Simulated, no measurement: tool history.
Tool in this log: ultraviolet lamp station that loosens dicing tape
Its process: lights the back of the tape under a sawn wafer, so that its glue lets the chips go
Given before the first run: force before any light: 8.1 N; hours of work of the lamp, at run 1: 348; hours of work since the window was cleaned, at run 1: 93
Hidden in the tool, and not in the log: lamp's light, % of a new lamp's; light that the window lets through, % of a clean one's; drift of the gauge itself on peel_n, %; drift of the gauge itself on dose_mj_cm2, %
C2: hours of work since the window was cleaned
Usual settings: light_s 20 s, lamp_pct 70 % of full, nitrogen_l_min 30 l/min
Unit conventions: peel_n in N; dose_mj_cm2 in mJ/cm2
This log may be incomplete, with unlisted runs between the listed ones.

Run 1, day 0.000: usual settings; hours of work of the lamp 348; C2 93. Result: peel_n 0.520 N, dose_mj_cm2 447 mJ/cm2.
Run 2, day 1.321: usual settings but light_s 16 s; hours of work of the lamp 370; C2 116. Result: peel_n 0.888 N, dose_mj_cm2 350 mJ/cm2.
Run 3, day 2.792: usual settings but light_s 16 s, lamp_pct 64 % of full; hours of work of the lamp 395; C2 140. Result: peel_n 1.088 N, dose_mj_cm2 317 mJ/cm2.
Run 4, day 3.638: usual settings but light_s 16 s, lamp_pct 64 % of full; hours of work of the lamp 410; C2 155. Result: peel_n 1.083 N, dose_mj_cm2 315 mJ/cm2.
Run 5, day 5.508: usual settings but light_s 16 s, lamp_pct 64 % of full; hours of work of the lamp 441; C2 187. Result: peel_n 1.116 N, dose_mj_cm2 307 mJ/cm2.
Run 6, day 6.483: usual settings; hours of work of the lamp 458; C2 203. Result: peel_n 0.607 N, dose_mj_cm2 418 mJ/cm2.
At day 6.658: window cleaned of glue's vapour.
Run 7, day 8.112: usual settings; hours of work of the lamp 485; C2 25. Result: peel_n 0.561 N, dose_mj_cm2 428 mJ/cm2.
Run 8, day 9.896: usual settings; hours of work of the lamp 515; C2 55. Result: peel_n 0.580 N, dose_mj_cm2 421 mJ/cm2.
Run 9, day 11.321: usual settings; hours of work of the lamp 539; C2 79. Result: peel_n 0.603 N, dose_mj_cm2 417 mJ/cm2.
Run 10, day 12.846: usual settings; hours of work of the lamp 565; C2 105. Result: peel_n 0.623 N, dose_mj_cm2 411 mJ/cm2.
Run 11, day 14.350: usual settings; hours of work of the lamp 591; C2 130. Result: peel_n 0.623 N, dose_mj_cm2 405 mJ/cm2.
Run 12, day 15.879: usual settings but lamp_pct 74 % of full, nitrogen_l_min 15 l/min; hours of work of the lamp 617; C2 156. Result: peel_n 0.995 N, dose_mj_cm2 413 mJ/cm2.
Run 13, day 16.742: usual settings but light_s 35 s, lamp_pct 88 % of full, nitrogen_l_min 46 l/min; hours of work of the lamp 631; C2 171. Result: peel_n 0.137 N, dose_mj_cm2 863 mJ/cm2.
Run 14, day 17.533: usual settings but light_s 35 s, lamp_pct 88 % of full, nitrogen_l_min 46 l/min; hours of work of the lamp 645; C2 184. Result: peel_n 0.128 N, dose_mj_cm2 858 mJ/cm2.
At day 18.908: window cleaned of glue's vapour.
Run 15, day 19.379: usual settings but light_s 24 s, lamp_pct 61 % of full, nitrogen_l_min 32 l/min; hours of work of the lamp 676; C2 8. Result: peel_n 0.567 N, dose_mj_cm2 426 mJ/cm2.
Run 16, day 20.875: usual settings but light_s 24 s, lamp_pct 61 % of full, nitrogen_l_min 32 l/min; hours of work of the lamp 701; C2 33. Result: peel_n 0.575 N, dose_mj_cm2 411 mJ/cm2.
Run 17, day 21.954: usual settings but light_s 24 s, lamp_pct 61 % of full, nitrogen_l_min 32 l/min; hours of work of the lamp 719; C2 52. Result: peel_n 0.590 N, dose_mj_cm2 415 mJ/cm2.

The next listed run, before its measurement:
Run 18, day 23.167: usual settings but light_s 16 s, lamp_pct 72 % of full, nitrogen_l_min 32 l/min; hours of work of the lamp 740; C2 72. Result: peel_n ?, dose_mj_cm2 ?.

Run 18 measured peel_n 0.999 N, dose_mj_cm2 321 mJ/cm2.
Without the tool's hidden state the same run would have given peel_n 0.545 N, dose_mj_cm2 426 mJ/cm2.
